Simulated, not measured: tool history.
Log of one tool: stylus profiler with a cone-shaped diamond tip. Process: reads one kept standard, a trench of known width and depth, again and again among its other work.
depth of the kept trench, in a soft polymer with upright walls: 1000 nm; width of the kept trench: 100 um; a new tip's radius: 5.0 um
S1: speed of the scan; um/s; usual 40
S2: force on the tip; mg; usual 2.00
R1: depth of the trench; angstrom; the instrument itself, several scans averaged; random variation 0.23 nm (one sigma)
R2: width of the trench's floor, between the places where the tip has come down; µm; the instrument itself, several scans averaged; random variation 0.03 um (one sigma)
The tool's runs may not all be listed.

run 1 hour=0.0 | S1=40 S2=2.00 | R1=10149.4 R2=91.64
run 2 hour=23.1 | S1=40 S2=2.00 | R1=10152.3 R2=91.60
run 3 hour=47.2 | S1=40 S2=2.00 | R1=10148.7 R2=91.57
run 4 hour=69.9 | S1=40 S2=2.00 | R1=10155.2 R2=91.47
run 5 hour=93.2 | S1=40 S2=2.00 | R1=10153.6 R2=91.44
run 6 hour=119.0 | S1=40 S2=2.00 | R1=10152.8 R2=91.42
run 7 hour=153.2 | S1=40 S2=2.89 | R1=10187.1 R2=91.37
run 8 hour=187.5 | S1=40 S2=2.00 | R1=10153.2 R2=91.34
run 9 hour=209.1 | S1=40 S2=2.00 | R1=10154.9 R2=91.21
run 10 hour=243.7 | S1=40 S2=2.00 | R1=10155.6 R2=91.24
run 11 hour=259.8 | S1=40 S2=2.00 | R1=10152.6 R2=91.19
run 12 hour=274.9 | S1=40 S2=2.00 | R1=10155.0 R2=91.13
run 13 hour=309.1 | S1=152 S2=2.00 | R1=10154.1 R2=90.59
run 14 hour=324.5 | S1=40 S2=2.00 | R1=10153.0 R2=91.13
run 15 hour=355.9 | S1=83 S2=2.00 | R1=10156.6 R2=90.81
run 16 hour=376.5 | S1=83 S2=2.00 | R1=10161.4 R2=90.87
run 17 hour=394.3 | S1=83 S2=2.00 | R1=10159.1 R2=90.80
run 18 hour=416.2 | S1=40 S2=2.00 | R1=10158.2 R2=90.94
run 19 hour=448.4 | S1=47 S2=2.00 | R1=10160.7 R2=90.80
run 20 hour=474.3 | S1=26 S2=1.52 | R1=10142.2 R2=90.89

Run 21 comes next. What will it give?
run 21 hour=502.6 | S1=117 S2=4.01 | R1=? R2=?

{"run 21": {"R1": 10237.2, "R2": 90.6}}
Without the tool's hidden state the same run would have given R1 10197.7 angstrom, R2 93.65 µm.

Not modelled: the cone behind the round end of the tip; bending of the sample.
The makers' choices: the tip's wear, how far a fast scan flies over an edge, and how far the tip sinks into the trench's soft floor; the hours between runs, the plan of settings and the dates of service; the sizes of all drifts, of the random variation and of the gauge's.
